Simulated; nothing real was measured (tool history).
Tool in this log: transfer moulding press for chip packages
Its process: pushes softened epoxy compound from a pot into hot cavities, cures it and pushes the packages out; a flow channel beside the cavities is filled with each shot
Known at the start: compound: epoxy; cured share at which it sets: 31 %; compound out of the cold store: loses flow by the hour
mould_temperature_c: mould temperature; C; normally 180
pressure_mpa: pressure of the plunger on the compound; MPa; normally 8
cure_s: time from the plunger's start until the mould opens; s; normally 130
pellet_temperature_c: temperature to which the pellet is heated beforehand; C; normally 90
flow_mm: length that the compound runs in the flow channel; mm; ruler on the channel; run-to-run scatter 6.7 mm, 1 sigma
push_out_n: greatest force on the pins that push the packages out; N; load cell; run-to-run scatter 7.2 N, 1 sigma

run   hour  mould_temperature_c  pressure_mpa  cure_s  pellet_temperature_c  incoming compound's hours out of the cold store  flow_mm  push_out_n
  1      0                  180             8     130                    90                                             14.8      779         520
       7.8  -- cavities cleaned with cleaning compound and waxed
  2   10.3                  180             8     130                    90                                             20.2      743         322
  3   18.5                  180             8     130                    89                                             14.3      763         357
  4     24                  180             8     130                    89                                             36.7      711         354
  5   31.1                  180             8     130                    89                                             10.1      764         382
  6   40.5                  179             8     130                    90                                             40.3      708         404
  7   45.2                  179             8     130                    90                                             20.4      764         417
  8   49.7                  179             8     130                    90                                             17.2      766         435
  9   54.8                  179             8     130                    90                                             21.5      753         440
 10   60.3                  179             8     130                    90                                             10.4      788         462
 11   67.6                  179             8     130                    90                                             19.6      749         488
 12   76.4                  179             8     130                    90                                             11.1      781         500
 13   83.2                  179             8     130                    90                                             22.2      747         514
 14   89.9                  180             8     130                    90                                             36.4      709         478
 15   95.5                  173             8     164                    85                                             38.9      720         469
 16  100.4                  187             8     130                    85                                             32.6      700         444
 17  105.7                  187             8     130                    85                                              9.5      748         457
 18  113.8                  180             8     130                    85                                              9.7      772         514
 19  123.1                  180           6.2     167                    81                                             40.4      612         460
 20  129.7                  180           6.2     167                    81                                             47.5      591         452
       140  -- cavities cleaned with cleaning compound and waxed
 21    140                  180          7.16     128                    89                                             38.5      662         300
 22  144.5                  173          6.35     117                    90                                             41.2      629         518
 23  152.1                  181           7.6     130                    90                                             30.3      686         336
 24  159.1                  183          7.82     111                    99                                             22.4      701         403
 25  164.9                  183          7.82     111                    99                                             22.3      724         393
 26  170.2                  175          6.66     155                    87                                             35.6      653         379
 27  179.3                  175          6.66     155                    87                                             32.9      651         404
 28  184.8                  175          6.66     155                    87                                             31.1      664         415

5 options for the next run, each taken on its own from the tool as it stands now. Forecast them:
  A   193                  186          6.66     155                    87                                             11.9        ?           ?
  B   193                  175          6.66     155                    96                                             25.4        ?           ?
  C   193                  175          7.05     147                    84                                             17.3        ?           ?
  D   193                  180             8     122                    90                                             12.4        ?           ?
  E   193                  175          6.84     155                    87                                             16.6        ?           ?

run  flow_mm  push_out_n
  A      676         376
  B      666         421
  C      708         444
  D      748         481
  E      699         420
With the hidden condition removed and each run's random variation left untouched, the same runs would have given:
run  flow_mm  push_out_n
  A      729         258
  B      717         294
  C      762         307
  D      806         337
  E      753         291
